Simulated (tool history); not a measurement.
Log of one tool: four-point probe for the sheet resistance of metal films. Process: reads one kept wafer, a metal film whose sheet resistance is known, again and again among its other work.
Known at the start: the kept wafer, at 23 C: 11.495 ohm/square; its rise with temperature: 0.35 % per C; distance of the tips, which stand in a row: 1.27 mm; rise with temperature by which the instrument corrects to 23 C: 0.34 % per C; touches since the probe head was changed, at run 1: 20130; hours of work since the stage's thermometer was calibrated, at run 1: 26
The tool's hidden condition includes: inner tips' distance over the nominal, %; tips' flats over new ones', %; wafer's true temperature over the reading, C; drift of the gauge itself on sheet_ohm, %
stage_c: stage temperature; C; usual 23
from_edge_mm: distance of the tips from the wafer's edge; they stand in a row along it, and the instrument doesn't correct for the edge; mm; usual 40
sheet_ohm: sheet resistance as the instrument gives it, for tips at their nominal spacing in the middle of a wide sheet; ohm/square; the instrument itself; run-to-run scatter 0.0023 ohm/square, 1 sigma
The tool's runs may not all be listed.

| run | hour | stage_c | from_edge_mm | touches since the probe head was changed | hours of work since the stage's thermometer was calibrated | sheet_ohm |
|---|---|---|---|---|---|---|
| 1 | 0 | 23 | 40 | 20130 | 26 | 11.544773 |
| 2 | 23.3 | 23 | 40 | 21715 | 44 | 11.542671 |
| 3 | 47.3 | 23 | 40 | 23355 | 63 | 11.546882 |
| 4 | 74.6 | 22 | 40 | 25213 | 84 | 11.546022 |
| 5 | 88.6 | 23 | 40 | 26166 | 95 | 11.542304 |
| 6 | 104 | 23 | 4 | 27216 | 108 | 12.128625 |
| 7 | 123.8 | 23 | 4 | 28562 | 123 | 12.127091 |
| 8 | 138.9 | 23 | 4 | 29596 | 135 | 12.127244 |
| 9 | 155.3 | 23 | 40 | 30710 | 148 | 11.54013 |
| 10 | 181.9 | 23 | 40 | 32521 | 169 | 11.546579 |
| 11 | 201.3 | 23 | 40 | 33845 | 184 | 11.54099 |
| 12 | 225.7 | 23 | 40 | 35507 | 203 | 11.544748 |
|  | 228 | stage's thermometer calibrated |
| 13 | 252.2 | 23 | 4 | 37277 | 19 | 12.123353 |
| 14 | 267.3 | 27 | 40 | 38309 | 31 | 11.547337 |
| 15 | 292.8 | 23 | 40 | 40043 | 51 | 11.540872 |
| 16 | 316.2 | 23 | 40 | 41638 | 69 | 11.541736 |
| 17 | 329.9 | 23 | 40 | 42573 | 80 | 11.542983 |
| 18 | 354.2 | 23 | 40 | 44226 | 99 | 11.537319 |
|  | 362.8 | stage's thermometer calibrated, once more |
| 19 | 367.5 | 23 | 40 | 45102 | 4 | 11.535331 |
| 20 | 385.9 | 20 | 10 | 46358 | 18 | 11.618128 |
| 21 | 400.9 | 31 | 11 | 47380 | 30 | 11.618785 |

For run 22, what comes out?
| 22 | 424 | 25 | 14 | 48954 | 48 | ? |

For run 22 the tool returned sheet_ohm 11.580514 ohm/square.
Had the tool carried no hidden state, the very same run would have given sheet_ohm 11.550952 ohm/square.
